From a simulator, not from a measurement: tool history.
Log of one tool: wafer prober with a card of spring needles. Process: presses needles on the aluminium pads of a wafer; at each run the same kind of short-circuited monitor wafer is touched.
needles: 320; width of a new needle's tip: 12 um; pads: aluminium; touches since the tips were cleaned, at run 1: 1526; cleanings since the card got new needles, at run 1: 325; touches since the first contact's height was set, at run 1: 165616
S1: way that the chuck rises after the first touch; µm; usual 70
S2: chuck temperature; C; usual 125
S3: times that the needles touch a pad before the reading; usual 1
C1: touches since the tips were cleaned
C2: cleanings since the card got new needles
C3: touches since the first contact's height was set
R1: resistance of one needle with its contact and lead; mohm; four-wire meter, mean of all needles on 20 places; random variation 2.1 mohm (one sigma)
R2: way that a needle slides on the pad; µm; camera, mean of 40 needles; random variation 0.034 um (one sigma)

{"run": 1, "hour": 0.0, "S1": 70, "S2": 125, "S3": 1, "C1": 1526, "C2": 325, "C3": 165616, "R1": 427, "R2": 13.0}
{"hour": 5.7, "done": "tips cleaned on abrasive film"}
{"hour": 15.0, "done": "tips cleaned on abrasive film"}
{"hour": 22.5, "done": "tips cleaned on abrasive film"}
{"hour": 31.9, "done": "tips cleaned on abrasive film"}
{"hour": 41.3, "done": "tips cleaned on abrasive film"}
{"hour": 50.6, "done": "tips cleaned on abrasive film"}
{"run": 2, "hour": 56.4, "S1": 70, "S2": 61, "S3": 1, "C1": 3722, "C2": 331, "C3": 201917, "R1": 622, "R2": 12.56}
{"hour": 58.3, "done": "tips cleaned on abrasive film"}
{"hour": 67.7, "done": "tips cleaned on abrasive film"}
{"hour": 77.0, "done": "tips cleaned on abrasive film"}
{"hour": 84.6, "done": "tips cleaned on abrasive film"}
{"hour": 93.9, "done": "tips cleaned on abrasive film"}
{"hour": 101.4, "done": "tips cleaned on abrasive film"}
{"hour": 110.8, "done": "tips cleaned on abrasive film"}
{"run": 3, "hour": 113.8, "S1": 70, "S2": 61, "S3": 1, "C1": 1960, "C2": 338, "C3": 238870, "R1": 571, "R2": 12.52}
{"hour": 119.5, "done": "tips cleaned on abrasive film"}
{"hour": 125.3, "done": "height of the first contact set anew"}
{"hour": 127.3, "done": "tips cleaned on abrasive film"}
{"hour": 136.7, "done": "tips cleaned on abrasive film"}
{"hour": 146.0, "done": "tips cleaned on abrasive film"}
{"hour": 155.4, "done": "tips cleaned on abrasive film"}
{"hour": 164.8, "done": "tips cleaned on abrasive film"}
{"hour": 172.3, "done": "tips cleaned on abrasive film"}
{"hour": 181.6, "done": "tips cleaned on abrasive film"}
{"hour": 190.4, "done": "tips cleaned on abrasive film"}
{"run": 4, "hour": 190.4, "S1": 70, "S2": 61, "S3": 1, "C1": 0, "C2": 347, "C3": 41856, "R1": 272, "R2": 13.34}
{"hour": 199.8, "done": "tips cleaned on abrasive film"}
{"hour": 209.2, "done": "tips cleaned on abrasive film"}
{"hour": 218.5, "done": "tips cleaned on abrasive film"}
{"hour": 226.0, "done": "tips cleaned on abrasive film"}
{"run": 5, "hour": 230.5, "S1": 70, "S2": 125, "S3": 1, "C1": 2935, "C2": 351, "C3": 67716, "R1": 575, "R2": 13.29}
{"hour": 234.4, "done": "tips cleaned on abrasive film"}
{"hour": 243.7, "done": "tips cleaned on abrasive film"}
{"hour": 253.1, "done": "tips cleaned on abrasive film"}
{"hour": 260.6, "done": "tips cleaned on abrasive film"}
{"hour": 270.0, "done": "tips cleaned on abrasive film"}
{"hour": 277.5, "done": "tips cleaned on abrasive film"}
{"hour": 286.8, "done": "tips cleaned on abrasive film"}
{"hour": 296.2, "done": "tips cleaned on abrasive film"}
{"hour": 300.0, "done": "tips cleaned on abrasive film, once more"}
{"hour": 309.4, "done": "tips cleaned on abrasive film"}
{"hour": 318.7, "done": "tips cleaned on abrasive film"}
{"run": 6, "hour": 325.8, "S1": 70, "S2": 125, "S3": 1, "C1": 4577, "C2": 362, "C3": 129000, "R1": 633, "R2": 13.03}
{"hour": 327.7, "done": "tips cleaned on abrasive film"}
{"hour": 335.2, "done": "tips cleaned on abrasive film"}
{"hour": 344.6, "done": "tips cleaned on abrasive film"}
{"hour": 352.1, "done": "tips cleaned on abrasive film"}
{"hour": 361.5, "done": "tips cleaned on abrasive film"}
{"hour": 370.9, "done": "tips cleaned on abrasive film"}
{"run": 7, "hour": 377.5, "S1": 70, "S2": 87, "S3": 1, "C1": 4349, "C2": 368, "C3": 162306, "R1": 649, "R2": 12.94}
{"hour": 379.5, "done": "tips cleaned on abrasive film"}
{"hour": 387.0, "done": "tips cleaned on abrasive film"}
{"hour": 396.4, "done": "tips cleaned on abrasive film"}
{"hour": 405.7, "done": "tips cleaned on abrasive film"}
{"hour": 415.1, "done": "tips cleaned on abrasive film"}
{"hour": 424.5, "done": "tips cleaned on abrasive film"}
{"hour": 433.8, "done": "tips cleaned on abrasive film"}
{"hour": 443.2, "done": "tips cleaned on abrasive film"}
{"hour": 452.0, "done": "tips cleaned on abrasive film"}
{"run": 8, "hour": 452.0, "S1": 70, "S2": 87, "S3": 1, "C1": 0, "C2": 377, "C3": 210215, "R1": 262, "R2": 12.74}
{"hour": 461.4, "done": "tips cleaned on abrasive film"}
{"hour": 470.8, "done": "tips cleaned on abrasive film"}
{"hour": 480.1, "done": "tips cleaned on abrasive film"}
{"hour": 489.5, "done": "tips cleaned on abrasive film"}
{"hour": 498.8, "done": "tips cleaned on abrasive film"}
{"hour": 506.4, "done": "tips cleaned on abrasive film"}
{"hour": 508.5, "done": "height of the first contact set anew"}
{"hour": 516.0, "done": "tips cleaned on abrasive film"}
{"hour": 523.5, "done": "tips cleaned on abrasive film"}
{"run": 9, "hour": 529.3, "S1": 70, "S2": 125, "S3": 1, "C1": 3718, "C2": 385, "C3": 13371, "R1": 620, "R2": 13.45}
{"hour": 531.2, "done": "tips cleaned on abrasive film"}
{"hour": 538.7, "done": "tips cleaned on abrasive film"}
{"hour": 548.1, "done": "tips cleaned on abrasive film"}
{"hour": 557.4, "done": "tips cleaned on abrasive film"}
{"hour": 566.8, "done": "tips cleaned on abrasive film"}
{"hour": 574.3, "done": "tips cleaned on abrasive film"}
{"hour": 583.7, "done": "tips cleaned on abrasive film"}
{"hour": 591.4, "done": "tips cleaned on abrasive film"}
{"run": 10, "hour": 591.4, "S1": 70, "S2": 125, "S3": 1, "C1": 0, "C2": 393, "C3": 53315, "R1": 277, "R2": 13.3}
{"hour": 600.8, "done": "tips cleaned on abrasive film"}
{"hour": 610.1, "done": "tips cleaned on abrasive film"}
{"hour": 619.5, "done": "tips cleaned on abrasive film"}
{"hour": 628.9, "done": "tips cleaned on abrasive film"}
{"hour": 638.2, "done": "tips cleaned on abrasive film"}
{"hour": 645.7, "done": "tips cleaned on abrasive film"}
{"hour": 655.1, "done": "tips cleaned on abrasive film"}
{"hour": 664.5, "done": "tips cleaned on abrasive film"}
{"hour": 673.8, "done": "tips cleaned on abrasive film"}
{"hour": 683.2, "done": "tips cleaned on abrasive film"}
{"run": 11, "hour": 683.7, "S1": 70, "S2": 125, "S3": 1, "C1": 293, "C2": 403, "C3": 112728, "R1": 341, "R2": 13.12}
{"hour": 691.2, "done": "tips cleaned on abrasive film"}
{"hour": 700.5, "done": "tips cleaned on abrasive film"}
{"hour": 709.9, "done": "tips cleaned on abrasive film"}
{"hour": 717.4, "done": "tips cleaned on abrasive film"}
{"hour": 726.8, "done": "tips cleaned on abrasive film"}
{"hour": 736.2, "done": "tips cleaned on abrasive film"}
{"run": 12, "hour": 741.2, "S1": 70, "S2": 125, "S3": 1, "C1": 3298, "C2": 409, "C3": 149810, "R1": 636, "R2": 13.0}
{"hour": 745.0, "done": "tips cleaned on abrasive film"}
{"hour": 752.5, "done": "tips cleaned on abrasive film"}
{"hour": 761.9, "done": "tips cleaned on abrasive film"}
{"hour": 769.4, "done": "tips cleaned on abrasive film"}
{"hour": 778.8, "done": "tips cleaned on abrasive film"}
{"hour": 788.2, "done": "tips cleaned on abrasive film"}
{"run": 13, "hour": 791.5, "S1": 70, "S2": 72, "S3": 1, "C1": 2169, "C2": 415, "C3": 182142, "R1": 631, "R2": 12.93}
{"hour": 797.1, "done": "tips cleaned on abrasive film"}
{"hour": 806.5, "done": "tips cleaned on abrasive film"}
{"hour": 815.9, "done": "tips cleaned on abrasive film"}
{"hour": 825.2, "done": "tips cleaned on abrasive film"}
{"hour": 832.8, "done": "tips cleaned on abrasive film"}
{"run": 14, "hour": 834.8, "S1": 70, "S2": 72, "S3": 1, "C1": 1327, "C2": 420, "C3": 210014, "R1": 553, "R2": 12.85}
{"hour": 840.4, "done": "tips cleaned on abrasive film"}
{"hour": 849.8, "done": "tips cleaned on abrasive film"}
{"hour": 857.3, "done": "tips cleaned on abrasive film"}
{"hour": 866.7, "done": "tips cleaned on abrasive film"}
{"hour": 876.1, "done": "tips cleaned on abrasive film"}
{"hour": 885.4, "done": "tips cleaned on abrasive film"}
{"hour": 891.3, "done": "height of the first contact set anew"}
{"hour": 895.1, "done": "tips cleaned on abrasive film"}
{"hour": 902.6, "done": "tips cleaned on abrasive film"}
{"hour": 912.0, "done": "tips cleaned on abrasive film"}
{"hour": 921.3, "done": "tips cleaned on abrasive film"}
{"run": 15, "hour": 927.4, "S1": 58, "S2": 72, "S3": 1, "C1": 3941, "C2": 430, "C3": 23246, "R1": 869, "R2": 11.07}
{"hour": 929.3, "done": "tips cleaned on abrasive film"}
{"hour": 938.7, "done": "tips cleaned on abrasive film"}
{"hour": 948.1, "done": "tips cleaned on abrasive film"}
{"hour": 957.4, "done": "tips cleaned on abrasive film"}
{"hour": 966.8, "done": "tips cleaned on abrasive film"}
{"hour": 976.2, "done": "tips cleaned on abrasive film"}
{"hour": 983.7, "done": "tips cleaned on abrasive film"}
{"hour": 993.1, "done": "tips cleaned on abrasive film"}
{"hour": 1005.1, "done": "card fitted with new needles"}
{"hour": 1014.4, "done": "tips cleaned on abrasive film"}
{"hour": 1021.9, "done": "tips cleaned on abrasive film"}
{"hour": 1031.3, "done": "tips cleaned on abrasive film"}
{"run": 16, "hour": 1036.5, "S1": 81, "S2": 77, "S3": 1, "C1": 3356, "C2": 3, "C3": 20248, "R1": 307, "R2": 15.55}
{"hour": 1040.3, "done": "tips cleaned on abrasive film"}
{"hour": 1049.6, "done": "tips cleaned on abrasive film"}
{"hour": 1059.0, "done": "tips cleaned on abrasive film"}
{"hour": 1068.4, "done": "tips cleaned on abrasive film"}
{"hour": 1077.7, "done": "tips cleaned on abrasive film"}
{"hour": 1085.2, "done": "tips cleaned on abrasive film"}
{"hour": 1094.6, "done": "tips cleaned on abrasive film"}
{"hour": 1104.0, "done": "tips cleaned on abrasive film"}
{"hour": 1113.3, "done": "tips cleaned on abrasive film"}
{"hour": 1122.7, "done": "tips cleaned on abrasive film"}
{"run": 17, "hour": 1129.4, "S1": 89, "S2": 99, "S3": 2, "C1": 4386, "C2": 13, "C3": 80134, "R1": 270, "R2": 16.92}
{"hour": 1131.4, "done": "tips cleaned on abrasive film"}
{"hour": 1140.8, "done": "tips cleaned on abrasive film"}
{"hour": 1150.1, "done": "tips cleaned on abrasive film"}
{"hour": 1159.5, "done": "tips cleaned on abrasive film"}
{"hour": 1168.9, "done": "tips cleaned on abrasive film"}
{"hour": 1176.4, "done": "tips cleaned on abrasive film"}
{"hour": 1185.7, "done": "tips cleaned on abrasive film"}
{"run": 18, "hour": 1187.0, "S1": 76, "S2": 36, "S3": 1, "C1": 802, "C2": 20, "C3": 117132, "R1": 265, "R2": 14.28}
{"hour": 1194.5, "done": "tips cleaned on abrasive film"}
{"hour": 1203.8, "done": "tips cleaned on abrasive film"}
{"hour": 1213.2, "done": "tips cleaned on abrasive film"}
{"hour": 1222.6, "done": "tips cleaned on abrasive film"}
{"hour": 1231.9, "done": "tips cleaned on abrasive film"}
{"hour": 1241.3, "done": "tips cleaned on abrasive film"}
{"run": 19, "hour": 1247.3, "S1": 67, "S2": 125, "S3": 1, "C1": 3868, "C2": 26, "C3": 155989, "R1": 359, "R2": 12.48}
{"hour": 1249.2, "done": "tips cleaned on abrasive film"}
{"hour": 1256.7, "done": "tips cleaned on abrasive film"}
{"hour": 1266.1, "done": "tips cleaned on abrasive film"}
{"hour": 1275.5, "done": "tips cleaned on abrasive film"}
{"hour": 1283.0, "done": "tips cleaned on abrasive film"}
{"hour": 1292.3, "done": "tips cleaned on abrasive film"}
{"hour": 1301.7, "done": "tips cleaned on abrasive film"}
{"run": 20, "hour": 1307.4, "S1": 67, "S2": 125, "S3": 1, "C1": 3732, "C2": 33, "C3": 194715, "R1": 368, "R2": 12.3}

Some steps in R1 between neighbouring runs. How much of each would the tool show without its hidden state too (settings, what came in, random variation), and how much is left for the hidden state, with any gauge scatter that isn't in both results?
The hidden state here: debris on the tips, nm; way that the needles fall short of the set height, um; tips' diameter, um; drift of the gauge itself on contact_mohm, %; drift of the gauge itself on scrub_um, %.
Run 7 -> 8: tips cleaned on abrasive film, tips cleaned on abrasive film, tips cleaned on abrasive film, tips cleaned on abrasive film, tips cleaned on abrasive film, tips cleaned on abrasive film, tips cleaned on abrasive film, tips cleaned on abrasive film, tips cleaned on abrasive film. R1 -387 mohm: hidden state -387, all else +0.
Run 15 -> 16: S1 58 -> 81, S2 72 -> 77, tips cleaned on abrasive film, tips cleaned on abrasive film, tips cleaned on abrasive film, tips cleaned on abrasive film, tips cleaned on abrasive film, tips cleaned on abrasive film, tips cleaned on abrasive film, tips cleaned on abrasive film, card fitted with new needles, tips cleaned on abrasive film, tips cleaned on abrasive film, tips cleaned on abrasive film. R1 -562 mohm: hidden state -559, all else -3.
